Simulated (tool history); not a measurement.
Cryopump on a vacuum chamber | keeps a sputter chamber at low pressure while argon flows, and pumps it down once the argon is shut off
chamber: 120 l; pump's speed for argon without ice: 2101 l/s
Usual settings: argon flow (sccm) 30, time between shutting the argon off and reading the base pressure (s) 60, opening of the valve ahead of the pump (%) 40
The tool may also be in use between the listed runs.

| run | day | argon flow (sccm) | time between shutting the argon off and reading the base pressure (s) | opening of the valve ahead of the pump (%) | pressure while argon flows (Pa) | pressure after the wait (uPa) |
|---|---|---|---|---|---|---|
| 1 | 0 | 30 | 60 | 40 | 0.0615 | 1.1 |
| 2 | 3.446 | 17 | 60 | 40 | 0.0344 | 1.14 |
| 3 | 7.354 | 30 | 60 | 40 | 0.0612 | 1.14 |
| 4 | 12.238 | 30 | 60 | 40 | 0.0632 | 1.15 |
| 5 | 17.438 | 30 | 60 | 22 | 0.1135 | 1.16 |
| 6 | 19.604 | 25 | 60 | 40 | 0.0535 | 1.16 |
| 7 | 24.646 | 30 | 129 | 40 | 0.0633 | 0.69 |
| 8 | 29.267 | 30 | 129 | 40 | 0.0645 | 0.71 |
| 9 | 32.683 | 30 | 129 | 40 | 0.0647 | 0.75 |
| 10 | 37.408 | 30 | 60 | 40 | 0.066 | 1.21 |
| 11 | 41.812 | 30 | 60 | 40 | 0.0659 | 1.24 |
| 12 | 45 | 30 | 60 | 45 | 0.0589 | 1.2 |
| 13 | 49.546 | 30 | 60 | 45 | 0.0601 | 1.25 |
| 14 | 52.267 | 30 | 60 | 45 | 0.0545 | 1.18 |
| 15 | 56.529 | 30 | 60 | 45 | 0.0551 | 1.18 |
| 16 | 61.771 | 30 | 166 | 17 | 0.1426 | 0.62 |
| 17 | 66.488 | 34 | 166 | 47 | 0.0609 | 0.66 |
| 18 | 68.667 | 21 | 166 | 23 | 0.0753 | 0.69 |
| 19 | 72.112 | 21 | 35 | 21 | 0.0824 | 1.84 |
| 20 | 75.554 | 13 | 60 | 17 | 0.0626 | 1.24 |
| 21 | 80.275 | 30 | 66 | 52 | 0.05 | 1.17 |
| 22 | 84.708 | 30 | 66 | 52 | 0.0503 | 1.18 |
| 23 | 87.771 | 30 | 66 | 52 | 0.0516 | 1.24 |
| 24 | 92.162 | 25 | 33 | 17 | 0.1228 | 1.98 |
| 25 | 94.35 | 27 | 60 | 55 | 0.0444 | 1.3 |
| 26 | 96.579 | 27 | 60 | 55 | 0.0438 | 1.26 |
| 27 | 101.033 | 35 | 59 | 34 | 0.0898 | 1.33 |

Taken out of this log: 1 entry between the listed runs. Where each belongs, and how the hidden state differs across it:
Between runs 13 and 14: pump warmed up, emptied and cooled again (day 51.954)
  pump's speed, % of a pump's without ice: 81.2 -> 99; cold plate's temperature, K: 13.44 -> 13.45; leak into the chamber, uPa l/s: 641 -> 647
  measured less the result without the state, pressure while argon flows (Pa): +0.0065 -> +0.001; pressure after the wait (uPa): +0.24 -> +0.18
